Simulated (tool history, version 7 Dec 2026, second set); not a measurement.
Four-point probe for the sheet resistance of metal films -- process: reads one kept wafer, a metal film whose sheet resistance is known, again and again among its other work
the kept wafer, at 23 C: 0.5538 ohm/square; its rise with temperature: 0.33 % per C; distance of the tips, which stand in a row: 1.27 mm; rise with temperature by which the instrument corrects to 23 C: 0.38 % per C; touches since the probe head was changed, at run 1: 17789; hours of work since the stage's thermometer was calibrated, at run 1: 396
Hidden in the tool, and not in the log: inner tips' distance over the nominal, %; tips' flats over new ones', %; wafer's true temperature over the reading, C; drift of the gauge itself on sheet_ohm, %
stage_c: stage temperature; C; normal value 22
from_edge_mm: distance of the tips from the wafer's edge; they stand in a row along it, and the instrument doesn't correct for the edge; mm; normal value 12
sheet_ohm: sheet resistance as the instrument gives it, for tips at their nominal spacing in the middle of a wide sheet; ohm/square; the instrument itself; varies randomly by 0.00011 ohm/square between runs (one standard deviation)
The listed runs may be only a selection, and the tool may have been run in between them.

run,hour,stage_c,from_edge_mm,touches since the probe head was changed,hours of work since the stage's thermometer was calibrated,sheet_ohm
1,0,22,12,17789,396,0.555575
2,10.6,22,12,18117,401,0.555368
3,30.2,22,12,18722,410,0.555426
4,42,22,12,19085,415,0.555267
5,60.4,22,3,19652,423,0.600393
6,79.4,22,12,20239,431,0.555594
7,94.2,19,12,20697,437,0.556184
8,104.4,31,12,21011,442,0.55321
9,113.2,31,12,21281,446,0.55325
10,127.4,22,12,21718,452,0.555425
11,143,28,12,22200,459,0.553951
12,159.7,22,12,22715,466,0.555692
13,175.2,22,8,23193,473,0.559769
14,184.2,22,8,23471,477,0.559691
15,199.3,22,8,23936,483,0.559735
16,213,22,8,24361,489,0.559784
17,223.5,22,8,24684,494,0.559576
18,232.3,22,12,24954,498,0.55571
19,247.8,22,12,25434,504,0.555785
20,256.7,22,12,25707,508,0.555649
21,269.9,22,12,26114,514,0.555496
22,280.9,32,12,26454,519,0.553158
23,291.3,33,12,26776,523,0.55272
24,305.2,23,17,27205,530,0.553909
25,325.9,23,17,27844,539,0.553892
26,341.7,23,17,28329,545,0.553708
27,353.7,23,17,28699,551,0.553886
28,363.1,19,45,28991,555,0.553555
29,377.2,19,14,29424,561,0.555899
30,394.9,28,14,29970,569,0.553255
31,403.8,34,8,30245,573,0.556847
32,414.7,34,14,30582,577,0.551866
# hour 416.1: stage's thermometer calibrated
33,430.4,20,13,31049,6,0.556357
34,440.3,20,13,31355,11,0.556051
35,451.3,23,32,31695,15,0.553184
# hour 457.2: stage's thermometer calibrated, once more
36,467,30,15,32163,4,0.552311
37,481.2,30,15,32602,10,0.552194
38,497.7,30,15,33111,18,0.552159
39,518.4,30,15,33749,27,0.552253
40,526.7,31,18,34006,30,0.551343
41,540,24,5,34416,36,0.57022
42,558.2,24,5,34977,44,0.57024
43,569.9,23,5,35339,49,0.570461
44,581.3,23,5,35692,54,0.570502
45,590.2,30,12,35964,58,0.553869

Take each entry between the runs: how does the hidden state at the last listed run before it differ from the hidden state at the first listed run after it?
After run 32, before run 33: stage's thermometer calibrated (hour 416.1)
  inner tips' distance over the nominal, %: -0.326 -> -0.324; wafer's true temperature over the reading, C: 0.23 -> 0.39
  measured minus no-state result, sheet_ohm: -0.001538 -> -0.001229 ohm/square
After run 35, before run 36: stage's thermometer calibrated, once more (hour 457.2)
  inner tips' distance over the nominal, %: -0.321 -> -0.318; tips' flats over new ones', %: 11 -> 12; wafer's true temperature over the reading, C: 0.39 -> -0.02
  measured minus no-state result, sheet_ohm: -0.001204 -> -0.001949 ohm/square

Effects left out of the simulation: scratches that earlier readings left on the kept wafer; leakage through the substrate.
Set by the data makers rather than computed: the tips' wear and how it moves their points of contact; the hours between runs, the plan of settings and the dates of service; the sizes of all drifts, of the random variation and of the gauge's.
